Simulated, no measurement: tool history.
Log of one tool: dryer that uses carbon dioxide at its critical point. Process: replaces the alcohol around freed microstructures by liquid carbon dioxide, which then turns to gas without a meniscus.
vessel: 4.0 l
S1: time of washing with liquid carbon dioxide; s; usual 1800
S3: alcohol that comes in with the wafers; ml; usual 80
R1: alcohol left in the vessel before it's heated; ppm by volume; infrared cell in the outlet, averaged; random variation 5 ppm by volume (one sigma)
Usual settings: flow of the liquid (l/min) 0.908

run 1 hour=0 | S1=1800 flow_of_the_liquid_(l/min)=0.908 S3=80 | R1=131
run 2 hour=10.3 | S1=1800 flow_of_the_liquid_(l/min)=0.908 S3=67 | R1=120
run 3 hour=18.3 | S1=1800 flow_of_the_liquid_(l/min)=0.908 S3=67 | R1=120
run 4 hour=27.4 | S1=1800 flow_of_the_liquid_(l/min)=0.908 S3=67 | R1=121
run 5 hour=41.4 | S1=1800 flow_of_the_liquid_(l/min)=0.908 S3=75 | R1=142
run 6 hour=59.4 | S1=1800 flow_of_the_liquid_(l/min)=0.78 S3=80 | R1=288
run 7 hour=68.9 | S1=1200 flow_of_the_liquid_(l/min)=0.78 S3=80 | R1=1159
run 8 hour=82.4 | S1=1200 flow_of_the_liquid_(l/min)=0.78 S3=80 | R1=1155
run 9 hour=96.3 | S1=1800 flow_of_the_liquid_(l/min)=0.908 S3=80 | R1=153
run 10 hour=108.3 | S1=1800 flow_of_the_liquid_(l/min)=0.908 S3=80 | R1=157
run 11 hour=126.5 | S1=1800 flow_of_the_liquid_(l/min)=0.908 S3=64 | R1=131
run 12 hour=139.7 | S1=2820 flow_of_the_liquid_(l/min)=0.908 S3=64 | R1=24
run 13 hour=149.4 | S1=1800 flow_of_the_liquid_(l/min)=0.612 S3=80 | R1=710
run 14 hour=166.5 | S1=1800 flow_of_the_liquid_(l/min)=0.898 S3=80 | R1=175
run 15 hour=182.5 | S1=1800 flow_of_the_liquid_(l/min)=0.908 S3=97 | R1=214
run 16 hour=190.8 | S1=1800 flow_of_the_liquid_(l/min)=0.908 S3=97 | R1=215
run 17 hour=206.1 | S1=1800 flow_of_the_liquid_(l/min)=0.908 S3=97 | R1=210
-- hour=208.3 inlet filter changed
run 18 hour=222.9 | S1=1800 flow_of_the_liquid_(l/min)=0.908 S3=97 | R1=153
run 19 hour=239.1 | S1=1800 flow_of_the_liquid_(l/min)=0.908 S3=97 | R1=143
run 20 hour=255.3 | S1=1500 flow_of_the_liquid_(l/min)=0.908 S3=80 | R1=287
run 21 hour=271.4 | S1=1500 flow_of_the_liquid_(l/min)=0.908 S3=80 | R1=299
run 22 hour=290.1 | S1=1500 flow_of_the_liquid_(l/min)=0.908 S3=80 | R1=299
run 23 hour=307.9 | S1=1800 flow_of_the_liquid_(l/min)=0.908 S3=61 | R1=116
run 24 hour=325.3 | S1=1800 flow_of_the_liquid_(l/min)=0.908 S3=61 | R1=109
run 25 hour=341 | S1=1800 flow_of_the_liquid_(l/min)=1.033 S3=35 | R1=46
run 26 hour=352.4 | S1=1800 flow_of_the_liquid_(l/min)=1.033 S3=35 | R1=46
run 27 hour=370.5 | S1=1680 flow_of_the_liquid_(l/min)=0.636 S3=105 | R1=984
run 28 hour=383.5 | S1=1740 flow_of_the_liquid_(l/min)=0.68 S3=34 | R1=234
run 29 hour=391.7 | S1=1620 flow_of_the_liquid_(l/min)=1.502 S3=112 | R1=40
run 30 hour=408.5 | S1=2520 flow_of_the_liquid_(l/min)=1.502 S3=70 | R1=23
run 31 hour=423.4 | S1=2520 flow_of_the_liquid_(l/min)=1.502 S3=70 | R1=18
run 32 hour=436.6 | S1=1260 flow_of_the_liquid_(l/min)=0.552 S3=80 | R1=2384
run 33 hour=447.4 | S1=1260 flow_of_the_liquid_(l/min)=0.552 S3=80 | R1=2347
run 34 hour=459.3 | S1=1260 flow_of_the_liquid_(l/min)=0.552 S3=80 | R1=2426
run 35 hour=474.7 | S1=2580 flow_of_the_liquid_(l/min)=0.984 S3=64 | R1=30
run 36 hour=491.9 | S1=2580 flow_of_the_liquid_(l/min)=0.984 S3=64 | R1=32
run 37 hour=508.8 | S1=1800 flow_of_the_liquid_(l/min)=0.908 S3=31 | R1=84
run 38 hour=521.4 | S1=1320 flow_of_the_liquid_(l/min)=0.908 S3=52 | R1=417
-- hour=532 inlet filter changed
run 39 hour=537.5 | S1=1800 flow_of_the_liquid_(l/min)=0.908 S3=54 | R1=101
run 40 hour=551.7 | S1=1800 flow_of_the_liquid_(l/min)=1.389 S3=91 | R1=31
run 41 hour=565.9 | S1=1980 flow_of_the_liquid_(l/min)=1.405 S3=80 | R1=32
run 42 hour=576.9 | S1=1980 flow_of_the_liquid_(l/min)=0.744 S3=64 | R1=172
run 43 hour=591.3 | S1=1800 flow_of_the_liquid_(l/min)=0.712 S3=80 | R1=372
run 44 hour=601.7 | S1=1200 flow_of_the_liquid_(l/min)=0.696 S3=26 | R1=479
run 45 hour=615.6 | S1=1200 flow_of_the_liquid_(l/min)=0.564 S3=55 | R1=1661
run 46 hour=624.6 | S1=1140 flow_of_the_liquid_(l/min)=0.908 S3=80 | R1=820
run 47 hour=637.6 | S1=1140 flow_of_the_liquid_(l/min)=0.908 S3=80 | R1=818

Measured less the same run without the tool's hidden state. The same run-to-run variation is in both; the gauge's scatter may not be:
The hidden state here: flow that reaches the vessel past the clogged filter, %; alcohol in the recycled carbon dioxide, ppm; drift of the gauge itself on alcohol_ppm, %.
run=1 R1=+26
run=2 R1=+22
run=3 R1=+24
run=4 R1=+27
run=5 R1=+31
run=6 R1=+60
run=7 R1=+173
run=8 R1=+181
run=9 R1=+45
run=10 R1=+48
run=11 R1=+43
run=12 R1=+12
run=13 R1=+169
run=14 R1=+63
run=15 R1=+79
run=16 R1=+82
run=17 R1=+84
run=18 R1=+15
run=19 R1=+19
run=20 R1=+28
run=21 R1=+33
run=22 R1=+38
run=23 R1=+26
run=24 R1=+29
run=25 R1=+21
run=26 R1=+22
run=27 R1=+143
run=28 R1=+51
run=29 R1=+24
run=30 R1=+18
run=31 R1=+18
run=32 R1=+308
run=33 R1=+314
run=34 R1=+340
run=35 R1=+25
run=36 R1=+25
run=37 R1=+42
run=38 R1=+123
run=39 R1=+23
run=40 R1=+24
run=41 R1=+25
run=42 R1=+32
run=43 R1=+47
run=44 R1=+47
run=45 R1=+104
run=46 R1=+88
run=47 R1=+96

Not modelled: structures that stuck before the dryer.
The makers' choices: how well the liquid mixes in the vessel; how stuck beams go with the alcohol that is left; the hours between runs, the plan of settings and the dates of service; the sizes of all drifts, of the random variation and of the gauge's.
